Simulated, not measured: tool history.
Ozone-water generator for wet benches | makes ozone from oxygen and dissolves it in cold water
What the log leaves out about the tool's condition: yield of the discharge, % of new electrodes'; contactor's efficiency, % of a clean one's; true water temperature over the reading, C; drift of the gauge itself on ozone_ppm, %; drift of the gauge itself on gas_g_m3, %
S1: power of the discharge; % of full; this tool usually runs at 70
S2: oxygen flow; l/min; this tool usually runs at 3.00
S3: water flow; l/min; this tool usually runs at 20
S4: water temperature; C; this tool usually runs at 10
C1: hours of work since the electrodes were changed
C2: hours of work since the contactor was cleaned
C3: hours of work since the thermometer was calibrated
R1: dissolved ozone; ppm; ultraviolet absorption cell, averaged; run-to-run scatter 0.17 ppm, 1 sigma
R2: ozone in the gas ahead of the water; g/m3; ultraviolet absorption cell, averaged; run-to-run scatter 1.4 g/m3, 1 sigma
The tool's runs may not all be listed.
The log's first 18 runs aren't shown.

run    hour  S1    S2  S3  S4    C1    C2    C3    R1     R2
 19  1011.1  68  2.41  20  10  2881  5043  1702  20.2  278.5
 20  1073.1  70  3.00  17  10  2930  5092  1752  24.3  244.8
 21  1150.0  70  3.00  17  10  2992  5153  1813  23.9  245.2
 22  1221.5  82  2.01  26   9  3048  5210  1870  17.2  355.7
 23  1301.6  75  1.56  19  10  3112  5274  1933  21.0  393.5
 24  1351.2  75  1.56  19  10  3152  5313  1973  21.2  395.7
 25  1418.6  75  1.56  19  10  3205  5367  2026  21.1  397.6
 26  1453.7  48  2.69  26   7  3233  5395  2054  13.0  207.0
 27  1534.5  88  2.93  13   9  3297  5459  2118  34.3  288.8
 28  1605.9  88  2.93  13   9  3354  5516  2175  34.9  286.5
 29  1674.8  94  1.64  26  10  3409  5571  2230  17.9  437.1
 30  1727.0  94  1.84  13  13  3450  5612  2272  34.4  407.1
 31  1774.7  70  1.72  18   9  3488  5650  2309  21.7  355.6
 32  1821.6  70  2.86  22  14  3526  5688  2347  18.5  251.9

3 ways to go on from here, each from the tool as it stands after run 32. What would each give?
  A  1903.0  70  3.00  14  10  3590  5752  2411   ?   ?
  B  1903.0  66  2.86  22  14  3590  5752  2411   ?   ?
  C  1903.0  70  2.86  17  14  3590  5752  2411   ?   ?

run    R1     R2
  A  28.0  243.7
  B  17.9  242.7
  C  22.9  249.3
Without the tool's unlogged condition, the same runs would have read:
run    R1     R2
  A  30.9  259.2
  B  19.8  257.5
  C  25.3  265.1
